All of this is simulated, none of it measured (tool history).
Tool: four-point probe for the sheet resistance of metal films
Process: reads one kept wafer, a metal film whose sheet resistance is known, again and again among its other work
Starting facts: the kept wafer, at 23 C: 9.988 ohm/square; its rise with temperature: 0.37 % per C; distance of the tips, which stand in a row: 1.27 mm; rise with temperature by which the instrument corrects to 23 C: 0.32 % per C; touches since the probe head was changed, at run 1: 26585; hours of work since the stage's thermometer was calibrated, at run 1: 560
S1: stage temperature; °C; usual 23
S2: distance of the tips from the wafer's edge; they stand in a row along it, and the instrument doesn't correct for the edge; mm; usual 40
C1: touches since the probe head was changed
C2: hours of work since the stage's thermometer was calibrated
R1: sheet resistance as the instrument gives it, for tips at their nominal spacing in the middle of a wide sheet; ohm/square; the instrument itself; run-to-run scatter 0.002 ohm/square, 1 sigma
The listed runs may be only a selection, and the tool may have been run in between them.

Run 1, hour 0: usual settings; C1 26585; C2 560. Result: R1 10.007752 ohm/square.
Run 2, hour 59: usual settings but S2 59 mm; C1 27374; C2 592. Result: R1 10.008958 ohm/square.
Run 3, hour 99.4: usual settings but S2 59 mm; C1 27915; C2 613. Result: R1 10.006962 ohm/square.
Run 4, hour 156.9: usual settings but S1 20 °C, S2 59 mm; C1 28684; C2 643. Result: R1 9.989087 ohm/square.
Run 5, hour 199.8: usual settings but S1 20 °C, S2 59 mm; C1 29257; C2 666. Result: R1 9.987965 ohm/square.
Run 6, hour 232.7: usual settings but S1 20 °C, S2 59 mm; C1 29698; C2 683. Result: R1 9.986366 ohm/square.
Run 7, hour 283: usual settings but S1 20 °C, S2 59 mm; C1 30371; C2 709. Result: R1 9.988997 ohm/square.
Run 8, hour 313.9: usual settings but S1 20 °C, S2 59 mm; C1 30784; C2 726. Result: R1 9.989219 ohm/square.
Run 9, hour 365.6: usual settings but S1 29 °C, S2 59 mm; C1 31475; C2 753. Result: R1 10.03716 ohm/square.
Run 10, hour 395.6: usual settings but S1 34 °C; C1 31878; C2 769. Result: R1 10.060616 ohm/square.
Run 11, hour 437.7: usual settings but S1 21 °C; C1 32441; C2 791. Result: R1 9.991274 ohm/square.
Run 12, hour 478.8: usual settings; C1 32990; C2 813. Result: R1 10.005007 ohm/square.
Run 13, hour 527.9: usual settings but S1 25 °C; C1 33646; C2 838. Result: R1 10.013707 ohm/square.
Run 14, hour 574.4: usual settings; C1 34269; C2 863. Result: R1 10.004193 ohm/square.
Run 15, hour 607.9: usual settings but S1 22 °C; C1 34717; C2 881. Result: R1 9.996878 ohm/square.
Run 16, hour 662.5: usual settings but S2 6 mm; C1 35448; C2 909. Result: R1 10.23424 ohm/square.
Run 17, hour 700.1: usual settings but S2 7 mm; C1 35950; C2 929. Result: R1 10.172841 ohm/square.
Run 18, hour 735.3: usual settings but S2 7 mm; C1 36421; C2 948. Result: R1 10.168985 ohm/square.
Run 19, hour 761.7: usual settings but S2 7 mm; C1 36775; C2 962. Result: R1 10.169082 ohm/square.
Run 20, hour 815.7: usual settings; C1 37497; C2 990. Result: R1 9.999681 ohm/square.
Run 21, hour 854.9: usual settings; C1 38021; C2 1011. Result: R1 9.999224 ohm/square.
Run 22, hour 882.8: usual settings but S2 4 mm; C1 38394; C2 1025. Result: R1 10.508602 ohm/square.
Run 23, hour 935.9: usual settings but S2 4 mm; C1 39105; C2 1053. Result: R1 10.50325 ohm/square.
Run 24, hour 963.4: usual settings but S1 34 °C, S2 6 mm; C1 39473; C2 1068. Result: R1 10.283017 ohm/square.
Run 25, hour 997.5: usual settings but S2 62 mm; C1 39928; C2 1086. Result: R1 9.993019 ohm/square.
Run 26, hour 1047.2: usual settings but S1 27 °C, S2 10 mm; C1 40594; C2 1112. Result: R1 10.100181 ohm/square.
Run 27, hour 1104.6: usual settings but S1 30 °C, S2 53 mm; C1 41361; C2 1142. Result: R1 10.025813 ohm/square.
Run 28, hour 1142.7: usual settings but S1 24 °C; C1 41872; C2 1162. Result: R1 10.000912 ohm/square.
Run 29, hour 1174.6: usual settings but S1 19 °C, S2 51 mm; C1 42298; C2 1179. Result: R1 9.972058 ohm/square.
Run 30, hour 1215.9: usual settings but S1 29 °C, S2 9 mm; C1 42850; C2 1201. Result: R1 10.127486 ohm/square.
Run 31, hour 1264: usual settings but S1 20 °C, S2 34 mm; C1 43494; C2 1226. Result: R1 9.976975 ohm/square.
Run 32, hour 1297.4: usual settings but S1 20 °C, S2 34 mm; C1 43941; C2 1244. Result: R1 9.980512 ohm/square.
At hour 1312.9: stage's thermometer calibrated.
Run 33, hour 1339.5: usual settings but S1 18 °C, S2 55 mm; C1 44498; C2 14. Result: R1 9.967366 ohm/square.
Run 34, hour 1390.4: usual settings but S1 18 °C, S2 55 mm; C1 45178; C2 41. Result: R1 9.969079 ohm/square.
Run 35, hour 1438: usual settings but S1 18 °C, S2 55 mm; C1 45814; C2 66. Result: R1 9.968563 ohm/square.

For run 36, what comes out?
Run 36, hour 1468.8: usual settings but S1 18 °C, S2 55 mm; C1 46228; C2 82. Result: R1 ?.

R1: 9.966254 ohm/square
Without the tool's hidden state the same run would have given R1 9.964466 ohm/square.

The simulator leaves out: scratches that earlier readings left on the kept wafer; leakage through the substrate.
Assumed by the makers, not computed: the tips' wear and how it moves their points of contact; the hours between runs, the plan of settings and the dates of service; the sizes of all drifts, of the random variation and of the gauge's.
